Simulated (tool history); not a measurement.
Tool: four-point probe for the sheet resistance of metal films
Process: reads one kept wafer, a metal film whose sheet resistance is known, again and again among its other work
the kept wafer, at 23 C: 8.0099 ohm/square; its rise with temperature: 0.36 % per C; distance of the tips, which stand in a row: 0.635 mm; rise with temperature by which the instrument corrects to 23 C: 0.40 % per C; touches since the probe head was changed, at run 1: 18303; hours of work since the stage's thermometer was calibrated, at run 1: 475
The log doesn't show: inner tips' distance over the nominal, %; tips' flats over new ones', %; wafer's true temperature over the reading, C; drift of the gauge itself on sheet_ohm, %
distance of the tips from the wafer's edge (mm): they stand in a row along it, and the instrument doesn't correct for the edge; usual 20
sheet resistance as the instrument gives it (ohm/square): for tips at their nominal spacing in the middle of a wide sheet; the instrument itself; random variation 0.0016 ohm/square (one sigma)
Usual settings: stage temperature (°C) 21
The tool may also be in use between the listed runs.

run   hour  stage temperature (°C)  distance of the tips from the wafer's edge (mm)  touches since the probe head was changed  hours of work since the stage's thermometer was calibrated  sheet resistance as the instrument gives it (ohm/square)
  1      0                      21                                               20                                     18303                                                         475                                                  8.015096
  2   10.8                      21                                               20                                     18956                                                         483                                                  8.021713
  3   30.3                      21                                               20                                     20129                                                         497                                                  8.021704
  4   46.8                      35                                               20                                     21124                                                         510                                                   7.98031
  5   65.4                      35                                               20                                     22251                                                         524                                                  7.979504
  6   81.9                      35                                               20                                     23243                                                         536                                                  7.980023
  7  101.4                      21                                               20                                     24423                                                         551                                                  8.019127
  8  123.2                      21                                               20                                     25739                                                         567                                                  8.019891
  9  136.3                      21                                               20                                     26527                                                         577                                                  8.020288
 10  152.8                      18                                               20                                     27520                                                         589                                                  8.030589
 11  168.6                      33                                                5                                     28478                                                         601                                                  8.048274
 12  190.7                      30                                               25                                     29811                                                         618                                                  7.993522
 13  210.2                      30                                               25                                     30986                                                         632                                                  7.990294
 14  222.8                      19                                                5                                     31744                                                         642                                                  8.089174
 15  231.9                      32                                                4                                     32294                                                         648                                                  8.089404

5 ways to go on from here, each from the tool as it stands after run 15. What would each give?
  A  242.8                      34                                                4                                     32952                                                         657                                                         ?
  B  242.8                      32                                               38                                     32952                                                         657                                                         ?
  C  242.8                      32                                               73                                     32952                                                         657                                                         ?
  D  242.8                      22                                               51                                     32952                                                         657                                                         ?
  E  242.8                      31                                                9                                     32952                                                         657                                                         ?

run  sheet resistance as the instrument gives it (ohm/square)
  A                                                   8.08307
  B                                                  7.986293
  C                                                  7.984538
  D                                                  8.011662
  E                                                   8.00802
Without the tool's hidden state the same runs would have given:
run  sheet resistance as the instrument gives it (ohm/square)
  A                                                  8.083708
  B                                                  7.986924
  C                                                  7.985169
  D                                                  8.012297
  E                                                  8.008653

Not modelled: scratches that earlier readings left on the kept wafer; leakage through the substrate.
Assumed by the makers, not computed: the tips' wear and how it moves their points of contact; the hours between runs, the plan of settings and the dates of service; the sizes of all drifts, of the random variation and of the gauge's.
